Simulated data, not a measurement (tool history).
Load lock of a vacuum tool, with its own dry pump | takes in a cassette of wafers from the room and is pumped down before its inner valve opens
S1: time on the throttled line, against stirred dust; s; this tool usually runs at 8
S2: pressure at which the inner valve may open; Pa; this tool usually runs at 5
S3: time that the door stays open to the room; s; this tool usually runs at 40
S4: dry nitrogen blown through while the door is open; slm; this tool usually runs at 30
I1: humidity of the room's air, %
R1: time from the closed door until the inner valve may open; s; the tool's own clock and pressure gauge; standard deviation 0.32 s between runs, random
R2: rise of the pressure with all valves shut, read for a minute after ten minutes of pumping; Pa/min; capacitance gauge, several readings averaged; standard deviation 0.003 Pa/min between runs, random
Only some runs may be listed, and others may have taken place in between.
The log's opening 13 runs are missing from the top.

run 14 hour=853.4 | S1=8 S2=5 S3=40 S4=30 | I1=43.6 | R1=17.6 R2=0.071
run 15 hour=904.6 | S1=8 S2=5 S3=40 S4=30 | I1=45.6 | R1=17.6 R2=0.072
run 16 hour=996.4 | S1=8 S2=5 S3=40 S4=30 | I1=46 | R1=17.8 R2=0.073
run 17 hour=1044.7 | S1=8 S2=5 S3=63 S4=30 | I1=46.4 | R1=17.8 R2=0.088
run 18 hour=1138 | S1=8 S2=5 S3=63 S4=30 | I1=42.2 | R1=17.7 R2=0.075
run 19 hour=1178.6 | S1=8 S2=5 S3=63 S4=30 | I1=45.3 | R1=18.2 R2=0.079
run 20 hour=1231.3 | S1=9 S2=5 S3=63 S4=30 | I1=49.1 | R1=18.8 R2=0.083
run 21 hour=1308 | S1=9 S2=5 S3=63 S4=30 | I1=42.1 | R1=18.8 R2=0.082
run 22 hour=1375.6 | S1=4 S2=5 S3=40 S4=30 | I1=42.9 | R1=14.5 R2=0.077
run 23 hour=1430.7 | S1=9 S2=4 S3=40 S4=21 | I1=48.1 | R1=18.5 R2=0.076
run 24 hour=1484.6 | S1=9 S2=5 S3=40 S4=18 | I1=43.7 | R1=18.7 R2=0.084
run 25 hour=1539.3 | S1=12 S2=5 S3=52 S4=30 | I1=45.9 | R1=20.7 R2=0.089
run 26 hour=1604.7 | S1=12 S2=5 S3=52 S4=30 | I1=46.2 | R1=20.9 R2=0.091
run 27 hour=1655.6 | S1=10 S2=6 S3=52 S4=17 | I1=43.4 | R1=19.1 R2=0.095
run 28 hour=1699.8 | S1=11 S2=5 S3=40 S4=30 | I1=42.1 | R1=20.1 R2=0.091
run 29 hour=1755.1 | S1=11 S2=5 S3=40 S4=30 | I1=44.7 | R1=20.4 R2=0.085
run 30 hour=1831.2 | S1=5 S2=8 S3=188 S4=7 | I1=44.8 | R1=14.9 R2=0.168
run 31 hour=1881.3 | S1=5 S2=8 S3=188 S4=7 | I1=44.2 | R1=15.5 R2=0.177
run 32 hour=1928 | S1=5 S2=8 S3=188 S4=7 | I1=43.2 | R1=14.5 R2=0.173
run 33 hour=1975.1 | S1=5 S2=8 S3=188 S4=7 | I1=45.1 | R1=14.4 R2=0.172
run 34 hour=2046.4 | S1=8 S2=8 S3=40 S4=11 | I1=44.6 | R1=17.3 R2=0.104
run 35 hour=2118.8 | S1=8 S2=5 S3=133 S4=30 | I1=45.4 | R1=18 R2=0.112
run 36 hour=2159.3 | S1=8 S2=5 S3=133 S4=30 | I1=42.8 | R1=17.8 R2=0.106

Run 37 has not been measured yet. What should we expect?
run 37 hour=2251.8 | S1=14 S2=9 S3=67 S4=30 | I1=45.5 | R1=? R2=?

{"run 37": {"R1": 21.8, "R2": 0.101}}
On a tool with no hidden condition, and with the same random variation, this run would have come out at R1 21.4 s, R2 0.025 Pa/min.
